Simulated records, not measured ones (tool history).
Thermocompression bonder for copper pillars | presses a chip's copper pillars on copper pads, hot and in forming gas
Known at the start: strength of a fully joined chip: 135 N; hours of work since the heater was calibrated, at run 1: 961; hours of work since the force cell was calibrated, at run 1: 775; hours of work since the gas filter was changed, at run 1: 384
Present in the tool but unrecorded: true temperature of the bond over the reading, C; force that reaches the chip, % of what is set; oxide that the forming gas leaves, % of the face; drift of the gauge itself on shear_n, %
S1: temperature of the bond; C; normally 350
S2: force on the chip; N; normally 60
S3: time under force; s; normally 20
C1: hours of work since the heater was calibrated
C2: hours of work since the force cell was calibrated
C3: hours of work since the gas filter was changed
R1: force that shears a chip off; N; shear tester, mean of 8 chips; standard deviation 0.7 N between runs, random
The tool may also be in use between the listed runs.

run,hour,S1,S2,S3,C1,C2,C3,R1
1,0.0,350,60,20,961,775,384,45.7
2,68.7,350,60,20,1001,815,424,46.3
3,98.9,350,60,20,1018,832,441,44.8
# hour 110.0: forming gas filter changed
4,170.1,350,60,20,1059,873,35,49.7
5,207.2,350,60,20,1081,894,56,50.6
6,273.9,350,60,20,1119,933,95,48.6
7,312.1,350,60,47,1141,955,117,66.5
8,350.8,350,84,20,1164,977,139,63.1
9,384.0,350,84,20,1183,996,158,63.5
10,425.8,350,84,20,1207,1020,182,63.9
11,487.1,350,42,20,1242,1056,218,36.1
# hour 493.9: heater calibrated with a thermocouple chip
12,541.0,336,86,11,27,1086,248,43.7
13,585.3,336,86,11,53,1111,273,42.7
14,626.5,350,64,23,77,1135,297,53.8
15,658.8,350,64,23,95,1154,316,53.5
16,703.0,350,58,20,121,1179,341,48.1
17,766.5,372,37,14,157,1216,378,33.9
18,800.8,339,60,27,177,1236,398,44.9
19,851.2,339,76,30,206,1265,427,57.2

Run 20 comes next. What will it give?
# hour 885.6: forming gas filter changed
20,897.5,349,78,36,233,1291,7,?

For run 20 the tool returned R1 78.2 N.
On a tool with no hidden condition, and with the same random variation, this run would have come out at R1 75.7 N.
